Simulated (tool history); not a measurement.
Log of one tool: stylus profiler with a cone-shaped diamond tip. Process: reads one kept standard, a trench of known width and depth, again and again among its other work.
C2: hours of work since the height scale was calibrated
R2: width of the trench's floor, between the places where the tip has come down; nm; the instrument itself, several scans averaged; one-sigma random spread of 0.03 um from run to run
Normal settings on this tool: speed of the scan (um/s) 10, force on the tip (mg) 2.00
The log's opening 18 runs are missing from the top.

run 19 hour=951.8 | speed_of_the_scan_(um/s)=10 force_on_the_tip_(mg)=2.42 | scans_with_this_tip=19670 C2=101 | depth_of_the_trench_(nm)=1011.89 R2=10350
run 20 hour=1004.3 | speed_of_the_scan_(um/s)=7 force_on_the_tip_(mg)=5.62 | scans_with_this_tip=20029 C2=134 | depth_of_the_trench_(nm)=1021.48 R2=10300
run 21 hour=1044.8 | speed_of_the_scan_(um/s)=10 force_on_the_tip_(mg)=3.23 | scans_with_this_tip=20305 C2=159 | depth_of_the_trench_(nm)=1015.41 R2=10250
run 22 hour=1085.6 | speed_of_the_scan_(um/s)=10 force_on_the_tip_(mg)=3.23 | scans_with_this_tip=20584 C2=185 | depth_of_the_trench_(nm)=1015.28 R2=10210
-- hour=1142.0 new tip fitted, height scale calibrated
run 23 hour=1152.6 | speed_of_the_scan_(um/s)=29 force_on_the_tip_(mg)=3.23 | scans_with_this_tip=72 C2=7 | depth_of_the_trench_(nm)=1015.17 R2=13780
run 24 hour=1191.2 | speed_of_the_scan_(um/s)=29 force_on_the_tip_(mg)=3.23 | scans_with_this_tip=336 C2=31 | depth_of_the_trench_(nm)=1015.28 R2=13690
run 25 hour=1253.4 | speed_of_the_scan_(um/s)=19 force_on_the_tip_(mg)=1.05 | scans_with_this_tip=761 C2=70 | depth_of_the_trench_(nm)=1007.35 R2=13570
run 26 hour=1297.6 | speed_of_the_scan_(um/s)=19 force_on_the_tip_(mg)=1.05 | scans_with_this_tip=1064 C2=97 | depth_of_the_trench_(nm)=1007.44 R2=13450
run 27 hour=1364.0 | speed_of_the_scan_(um/s)=19 force_on_the_tip_(mg)=1.05 | scans_with_this_tip=1517 C2=139 | depth_of_the_trench_(nm)=1007.84 R2=13380
run 28 hour=1411.5 | speed_of_the_scan_(um/s)=3 force_on_the_tip_(mg)=1.05 | scans_with_this_tip=1841 C2=169 | depth_of_the_trench_(nm)=1007.79 R2=13460

What does the tool deliver on the next run?
run 29 hour=1450.2 | speed_of_the_scan_(um/s)=25 force_on_the_tip_(mg)=0.92 | scans_with_this_tip=2106 C2=193 | depth_of_the_trench_(nm)=? R2=?

{"run 29": {"depth of the trench (nm)": 1007.18, "R2": 13170}}
On a tool with no hidden condition, and with the same random variation, this run would have come out at depth of the trench (nm) 1006.20, R2 13730 nm.
